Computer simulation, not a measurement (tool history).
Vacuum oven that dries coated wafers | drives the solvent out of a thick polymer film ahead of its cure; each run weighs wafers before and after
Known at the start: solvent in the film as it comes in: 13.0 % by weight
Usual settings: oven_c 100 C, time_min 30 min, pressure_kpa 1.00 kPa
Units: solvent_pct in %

| run | day | oven_c | time_min | pressure_kpa | solvent_pct |
|---|---|---|---|---|---|
| 1 | 0.000 | 100 | 30 | 1.00 | 2.68 |
| 2 | 1.638 | 100 | 30 | 1.00 | 2.72 |
| 3 | 5.288 | 100 | 30 | 1.00 | 2.77 |
| 4 | 7.900 | 100 | 30 | 0.62 | 2.15 |
| 5 | 11.325 | 100 | 30 | 0.62 | 2.01 |
| 6 | 13.875 | 97 | 30 | 0.62 | 2.59 |
| 7 | 16.988 | 97 | 30 | 0.62 | 2.58 |
| 8 | 19.271 | 100 | 30 | 1.59 | 3.88 |
| 9 | 22.004 | 91 | 37 | 1.30 | 4.60 |
| 10 | 24.662 | 91 | 37 | 1.30 | 4.56 |
| 11 | 27.846 | 91 | 30 | 0.62 | 3.52 |
| 12 | 30.650 | 93 | 16 | 3.17 | 9.57 |
| 13 | 33.762 | 96 | 40 | 1.41 | 3.80 |

Taken out of this log: 1 entry between the listed runs. Where each belongs, and how the hidden state differs across it:
Between runs 7 and 8: oven's thermocouples calibrated (day 18.308)
  true wafer temperature over the reading, C: 0.06 -> 0.02

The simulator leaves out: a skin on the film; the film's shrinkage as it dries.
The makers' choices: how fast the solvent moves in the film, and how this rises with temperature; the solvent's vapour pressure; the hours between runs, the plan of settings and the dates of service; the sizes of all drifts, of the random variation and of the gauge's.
